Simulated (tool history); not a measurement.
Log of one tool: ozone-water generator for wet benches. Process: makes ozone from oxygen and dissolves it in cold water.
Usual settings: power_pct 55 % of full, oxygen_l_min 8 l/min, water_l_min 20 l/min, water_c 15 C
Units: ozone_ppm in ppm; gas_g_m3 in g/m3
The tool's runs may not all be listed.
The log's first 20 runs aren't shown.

| run | hour | power_pct | oxygen_l_min | water_l_min | water_c | hours of work since the electrodes were changed | hours of work since the contactor was cleaned | hours of work since the thermometer was calibrated | ozone_ppm | gas_g_m3 |
|---|---|---|---|---|---|---|---|---|---|---|
| 21 | 1860.1 | 50 | 7.48 | 19 | 14 | 1949 | 3769 | 405 | 18.7 | 168.6 |
| 22 | 1911.1 | 50 | 7.48 | 19 | 14 | 1990 | 3809 | 446 | 18.9 | 169 |
| 23 | 1998.3 | 52 | 8.55 | 20 | 9 | 2059 | 3879 | 515 | 19.9 | 160.4 |
|  | 2061.9 | contactor cleaned |
| 24 | 2104.2 | 52 | 8.55 | 20 | 9 | 2140 | 34 | 596 | 20 | 159.6 |
| 25 | 2171.8 | 52 | 8.55 | 20 | 9 | 2194 | 87 | 650 | 19.8 | 161.5 |
| 26 | 2248.1 | 55 | 7.96 | 27 | 14 | 2255 | 148 | 710 | 15.5 | 179.5 |
| 27 | 2354.5 | 55 | 7.96 | 27 | 14 | 2339 | 233 | 795 | 15.5 | 175.9 |
| 28 | 2404.7 | 48 | 8.77 | 20 | 15 | 2379 | 273 | 835 | 16.6 | 148.3 |
| 29 | 2507 | 55 | 11.81 | 20 | 22 | 2461 | 354 | 916 | 15.2 | 140.5 |
| 30 | 2622 | 46 | 4.71 | 20 | 8 | 2552 | 445 | 1008 | 18.7 | 210.8 |
| 31 | 2737 | 55 | 6.8 | 20 | 15 | 2643 | 537 | 1099 | 19.7 | 198.1 |
| 32 | 2795.8 | 55 | 6.41 | 24 | 7 | 2690 | 584 | 1146 | 18.8 | 203.9 |
| 33 | 2867.9 | 55 | 6.41 | 24 | 7 | 2747 | 641 | 1203 | 19 | 206.8 |
| 34 | 2933.7 | 55 | 6.41 | 24 | 7 | 2800 | 693 | 1256 | 18.7 | 207.1 |

Forecast each of these 3 alternatives for the next run:
| A | 3000.9 | 55 | 6.41 | 24 | 10 | 2853 | 747 | 1309 | ? | ? |
| B | 3000.9 | 55 | 8 | 25 | 15 | 2853 | 747 | 1309 | ? | ? |
| C | 3000.9 | 73 | 5.56 | 14 | 7 | 2853 | 747 | 1309 | ? | ? |

| run | ozone_ppm | gas_g_m3 |
|---|---|---|
| A | 18.5 | 206.4 |
| B | 16.1 | 177.9 |
| C | 37.4 | 286.6 |
Without the tool's hidden state the same runs would have given:
| run | ozone_ppm | gas_g_m3 |
|---|---|---|
| A | 18.5 | 200.8 |
| B | 16.2 | 173 |
| C | 37.5 | 278.9 |
